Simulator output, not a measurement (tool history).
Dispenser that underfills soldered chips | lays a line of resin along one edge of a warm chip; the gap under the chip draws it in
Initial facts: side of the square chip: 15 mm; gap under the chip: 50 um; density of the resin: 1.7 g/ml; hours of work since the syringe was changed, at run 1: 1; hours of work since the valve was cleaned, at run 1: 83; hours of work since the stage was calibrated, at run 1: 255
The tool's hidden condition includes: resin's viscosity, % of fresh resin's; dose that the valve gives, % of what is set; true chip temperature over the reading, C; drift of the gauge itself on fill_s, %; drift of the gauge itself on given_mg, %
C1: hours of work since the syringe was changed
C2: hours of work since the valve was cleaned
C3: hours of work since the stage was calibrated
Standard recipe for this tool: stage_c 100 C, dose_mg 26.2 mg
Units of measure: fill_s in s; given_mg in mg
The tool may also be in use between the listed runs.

run 1 hour=0 | stage_c=100 dose_mg=26.2 | C1=1 C2=83 C3=255 | fill_s=74.4 given_mg=24.76
run 2 hour=12.6 | stage_c=100 dose_mg=26.2 | C1=9 C2=92 C3=264 | fill_s=116.6 given_mg=24.64
-- hour=15.5 new syringe of resin
run 3 hour=24.5 | stage_c=100 dose_mg=26.2 | C1=6 C2=100 C3=272 | fill_s=98.8 given_mg=24.5
-- hour=31.9 new syringe of resin
run 4 hour=38.5 | stage_c=100 dose_mg=26.2 | C1=5 C2=109 C3=281 | fill_s=91.5 given_mg=24.52
-- hour=48.6 new syringe of resin
run 5 hour=55.4 | stage_c=100 dose_mg=26.2 | C1=5 C2=120 C3=293 | fill_s=90.4 given_mg=24.29
-- hour=64.6 new syringe of resin
run 6 hour=64.6 | stage_c=100 dose_mg=26.2 | C1=0 C2=126 C3=299 | fill_s=74.2 given_mg=24.11
-- hour=67.8 dispensing valve cleaned and set on the balance
run 7 hour=74.4 | stage_c=100 dose_mg=26.2 | C1=6 C2=5 C3=305 | fill_s=96.7 given_mg=26.04
-- hour=81.8 new syringe of resin
run 8 hour=86.8 | stage_c=100 dose_mg=31.6 | C1=3 C2=13 C3=313 | fill_s=80.5 given_mg=31.35
-- hour=98.1 new syringe of resin
run 9 hour=98.1 | stage_c=100 dose_mg=31.6 | C1=0 C2=20 C3=321 | fill_s=67.6 given_mg=31.2
-- hour=114.8 new syringe of resin
run 10 hour=114.8 | stage_c=110 dose_mg=27.4 | C1=0 C2=32 C3=332 | fill_s=48.8 given_mg=26.83
-- hour=127.2 stage's temperature calibrated
run 11 hour=127.8 | stage_c=97 dose_mg=30 | C1=8 C2=40 C3=0 | fill_s=122.2 given_mg=28.93
-- hour=132.3 new syringe of resin
run 12 hour=142.3 | stage_c=109 dose_mg=22.3 | C1=7 C2=50 C3=10 | fill_s=79.6 given_mg=21.59
-- hour=148.3 new syringe of resin
run 13 hour=154.2 | stage_c=109 dose_mg=24.2 | C1=4 C2=58 C3=18 | fill_s=67 given_mg=23.42
run 14 hour=161.3 | stage_c=113 dose_mg=24.2 | C1=9 C2=62 C3=23 | fill_s=73.4 given_mg=23.28

Forecast each of these 5 alternatives for the next run:
-- hour=164.4 new syringe of resin
run A hour=175.9 | stage_c=96 dose_mg=26.2 | C1=8 C2=72 C3=33 | fill_s=? given_mg=?
-- hour=164.4 new syringe of resin
run B hour=175.9 | stage_c=103 dose_mg=23.3 | C1=8 C2=72 C3=33 | fill_s=? given_mg=?
-- hour=164.4 new syringe of resin
run C hour=175.9 | stage_c=89 dose_mg=29 | C1=8 C2=72 C3=33 | fill_s=? given_mg=?
-- hour=164.4 new syringe of resin
run D hour=175.9 | stage_c=113 dose_mg=24.2 | C1=8 C2=72 C3=33 | fill_s=? given_mg=?
-- hour=164.4 new syringe of resin
run E hour=175.9 | stage_c=107 dose_mg=29.5 | C1=8 C2=72 C3=33 | fill_s=? given_mg=?

run=A fill_s=127 given_mg=24.89
run=B fill_s=103.2 given_mg=22.16
run=C fill_s=161.2 given_mg=27.57
run=D fill_s=71.7 given_mg=23.03
run=E fill_s=81.2 given_mg=27.94
Had the tool no hidden state, the same runs would have come out as:
run=A fill_s=83.8 given_mg=26.09
run=B fill_s=67.7 given_mg=23.23
run=C fill_s=106.8 given_mg=28.9
run=D fill_s=47.3 given_mg=24.14
run=E fill_s=53.8 given_mg=29.29
